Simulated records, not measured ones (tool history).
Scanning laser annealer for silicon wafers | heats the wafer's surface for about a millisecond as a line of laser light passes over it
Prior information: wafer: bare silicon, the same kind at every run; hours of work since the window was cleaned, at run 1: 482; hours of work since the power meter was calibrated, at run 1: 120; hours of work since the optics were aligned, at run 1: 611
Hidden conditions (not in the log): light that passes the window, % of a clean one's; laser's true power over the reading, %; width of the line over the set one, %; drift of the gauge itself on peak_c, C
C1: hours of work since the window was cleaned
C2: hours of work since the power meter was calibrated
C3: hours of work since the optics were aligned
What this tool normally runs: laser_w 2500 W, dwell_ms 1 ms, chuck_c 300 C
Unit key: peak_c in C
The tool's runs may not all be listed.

run 1 hour=0 | laser_w=2500 dwell_ms=1 chuck_c=300 | C1=482 C2=120 C3=611 | peak_c=1098
run 2 hour=23.6 | laser_w=2500 dwell_ms=1 chuck_c=300 | C1=492 C2=129 C3=621 | peak_c=1097
run 3 hour=46.3 | laser_w=2500 dwell_ms=1 chuck_c=300 | C1=501 C2=138 C3=630 | peak_c=1095
run 4 hour=74.1 | laser_w=2500 dwell_ms=1 chuck_c=300 | C1=512 C2=150 C3=641 | peak_c=1099
run 5 hour=94.7 | laser_w=2500 dwell_ms=1 chuck_c=300 | C1=520 C2=158 C3=649 | peak_c=1095
run 6 hour=136.6 | laser_w=2500 dwell_ms=1 chuck_c=300 | C1=537 C2=175 C3=666 | peak_c=1097
run 7 hour=156.7 | laser_w=2745 dwell_ms=1 chuck_c=300 | C1=546 C2=183 C3=675 | peak_c=1185
run 8 hour=203 | laser_w=2500 dwell_ms=0.96 chuck_c=300 | C1=564 C2=202 C3=693 | peak_c=1085
run 9 hour=226.5 | laser_w=2500 dwell_ms=1 chuck_c=300 | C1=574 C2=211 C3=703 | peak_c=1099
run 10 hour=256.7 | laser_w=2680 dwell_ms=0.91 chuck_c=300 | C1=586 C2=224 C3=715 | peak_c=1124
run 11 hour=302.9 | laser_w=2500 dwell_ms=0.76 chuck_c=326 | C1=605 C2=242 C3=734 | peak_c=1032
run 12 hour=327 | laser_w=2500 dwell_ms=0.76 chuck_c=326 | C1=615 C2=252 C3=744 | peak_c=1027
run 13 hour=362.9 | laser_w=2572 dwell_ms=1 chuck_c=300 | C1=629 C2=267 C3=758 | peak_c=1124
run 14 hour=409.5 | laser_w=2555 dwell_ms=0.92 chuck_c=300 | C1=648 C2=286 C3=777 | peak_c=1087
run 15 hour=440.8 | laser_w=2404 dwell_ms=0.85 chuck_c=282 | C1=661 C2=298 C3=790 | peak_c=992
run 16 hour=467.5 | laser_w=2493 dwell_ms=0.85 chuck_c=282 | C1=672 C2=309 C3=801 | peak_c=1019
run 17 hour=495.3 | laser_w=2500 dwell_ms=0.93 chuck_c=275 | C1=683 C2=320 C3=812 | peak_c=1046
run 18 hour=543.1 | laser_w=2500 dwell_ms=0.96 chuck_c=300 | C1=702 C2=340 C3=831 | peak_c=1081

What if the next run were any one of these 4? Each begins from the tool's condition after run 18:
run A hour=575.9 | laser_w=2434 dwell_ms=1.08 chuck_c=317 | C1=716 C2=353 C3=845 | peak_c=?
run B hour=575.9 | laser_w=2500 dwell_ms=1 chuck_c=306 | C1=716 C2=353 C3=845 | peak_c=?
run C hour=575.9 | laser_w=2650 dwell_ms=0.71 chuck_c=286 | C1=716 C2=353 C3=845 | peak_c=?
run D hour=575.9 | laser_w=2500 dwell_ms=1 chuck_c=300 | C1=716 C2=353 C3=845 | peak_c=?

run=A peak_c=1117
run=B peak_c=1102
run=C peak_c=1014
run=D peak_c=1094
With no hidden state in the tool, these same runs would have given:
run=A peak_c=1118
run=B peak_c=1103
run=C peak_c=1015
run=D peak_c=1096
